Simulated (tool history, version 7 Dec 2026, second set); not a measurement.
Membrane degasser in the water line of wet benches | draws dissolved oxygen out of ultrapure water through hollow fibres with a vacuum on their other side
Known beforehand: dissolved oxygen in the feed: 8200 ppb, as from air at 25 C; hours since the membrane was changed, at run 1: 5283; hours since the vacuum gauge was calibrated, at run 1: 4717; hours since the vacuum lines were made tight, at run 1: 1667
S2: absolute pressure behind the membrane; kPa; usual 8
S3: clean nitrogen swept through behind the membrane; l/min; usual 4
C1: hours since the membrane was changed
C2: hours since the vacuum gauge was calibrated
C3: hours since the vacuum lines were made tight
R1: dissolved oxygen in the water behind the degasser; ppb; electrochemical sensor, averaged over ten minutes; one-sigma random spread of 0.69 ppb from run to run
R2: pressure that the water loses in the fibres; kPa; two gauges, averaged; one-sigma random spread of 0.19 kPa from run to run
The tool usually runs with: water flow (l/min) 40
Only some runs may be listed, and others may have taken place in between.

{"run": 1, "hour": 0.0, "water flow (l/min)": 40, "S2": 8, "S3": 4, "C1": 5283, "C2": 4717, "C3": 1667, "R1": 114.5, "R2": 38.93}
{"run": 2, "hour": 117.0, "water flow (l/min)": 40, "S2": 8, "S3": 4, "C1": 5400, "C2": 4834, "C3": 1784, "R1": 114, "R2": 38.62}
{"hour": 235.7, "done": "vacuum gauge calibrated"}
{"run": 3, "hour": 286.2, "water flow (l/min)": 30, "S2": 8, "S3": 4, "C1": 5569, "C2": 51, "C3": 1953, "R1": 85.7, "R2": 28.87}
{"run": 4, "hour": 412.4, "water flow (l/min)": 30, "S2": 8, "S3": 4, "C1": 5695, "C2": 177, "C3": 2079, "R1": 85.3, "R2": 29.2}
{"run": 5, "hour": 558.8, "water flow (l/min)": 40, "S2": 8, "S3": 4, "C1": 5842, "C2": 323, "C3": 2226, "R1": 115.1, "R2": 38.64}
{"run": 6, "hour": 729.9, "water flow (l/min)": 40, "S2": 8, "S3": 4, "C1": 6013, "C2": 494, "C3": 2397, "R1": 114.4, "R2": 38.89}
{"run": 7, "hour": 835.5, "water flow (l/min)": 40, "S2": 11.55, "S3": 4, "C1": 6118, "C2": 600, "C3": 2502, "R1": 194.1, "R2": 38.5}
{"run": 8, "hour": 961.0, "water flow (l/min)": 40, "S2": 8, "S3": 1.72, "C1": 6244, "C2": 725, "C3": 2628, "R1": 241.7, "R2": 38.44}
{"run": 9, "hour": 1117.7, "water flow (l/min)": 40, "S2": 8, "S3": 1.72, "C1": 6400, "C2": 882, "C3": 2785, "R1": 242.9, "R2": 38.62}
{"run": 10, "hour": 1251.5, "water flow (l/min)": 55, "S2": 8, "S3": 5.61, "C1": 6534, "C2": 1016, "C3": 2918, "R1": 122.9, "R2": 53.15}
{"run": 11, "hour": 1331.5, "water flow (l/min)": 40, "S2": 6.01, "S3": 1.68, "C1": 6614, "C2": 1096, "C3": 2998, "R1": 144.7, "R2": 38.46}
{"run": 12, "hour": 1414.3, "water flow (l/min)": 26, "S2": 5.27, "S3": 2, "C1": 6697, "C2": 1179, "C3": 3081, "R1": 62.5, "R2": 24.95}
{"run": 13, "hour": 1574.2, "water flow (l/min)": 26, "S2": 6.68, "S3": 2.5, "C1": 6857, "C2": 1338, "C3": 3241, "R1": 84.8, "R2": 24.75}
{"run": 14, "hour": 1690.1, "water flow (l/min)": 37, "S2": 19.06, "S3": 2.5, "C1": 6973, "C2": 1454, "C3": 3357, "R1": 513.3, "R2": 35.59}
{"run": 15, "hour": 1865.1, "water flow (l/min)": 37, "S2": 19.06, "S3": 2.5, "C1": 7148, "C2": 1629, "C3": 3532, "R1": 509.8, "R2": 35.26}
{"run": 16, "hour": 1981.6, "water flow (l/min)": 37, "S2": 19.06, "S3": 2.5, "C1": 7264, "C2": 1746, "C3": 3649, "R1": 514.6, "R2": 35.4}

Forecast each of these 5 alternatives for the next run:
{"run": "A", "hour": 2132.3, "water flow (l/min)": 37, "S2": 9.33, "S3": 2.5, "C1": 7415, "C2": 1897, "C3": 3799, "R1": "?", "R2": "?"}
{"run": "B", "hour": 2132.3, "water flow (l/min)": 28, "S2": 9.85, "S3": 5.02, "C1": 7415, "C2": 1897, "C3": 3799, "R1": "?", "R2": "?"}
{"run": "C", "hour": 2132.3, "water flow (l/min)": 30, "S2": 8.14, "S3": 2.14, "C1": 7415, "C2": 1897, "C3": 3799, "R1": "?", "R2": "?"}
{"run": "D", "hour": 2132.3, "water flow (l/min)": 50, "S2": 6.31, "S3": 2.19, "C1": 7415, "C2": 1897, "C3": 3799, "R1": "?", "R2": "?"}
{"run": "E", "hour": 2132.3, "water flow (l/min)": 43, "S2": 19.06, "S3": 5.44, "C1": 7415, "C2": 1897, "C3": 3799, "R1": "?", "R2": "?"}

run=A R1=206.4 R2=35.42
run=B R1=89 R2=26.73
run=C R1=158.1 R2=28.68
run=D R1=160.8 R2=47.21
run=E R1=292.3 R2=40.93
Had the tool no hidden state, the same runs would have come out as:
run=A R1=206.3 R2=36.18
run=B R1=88.9 R2=27.31
run=C R1=157.9 R2=29.3
run=D R1=160.5 R2=48.23
run=E R1=292.2 R2=41.81
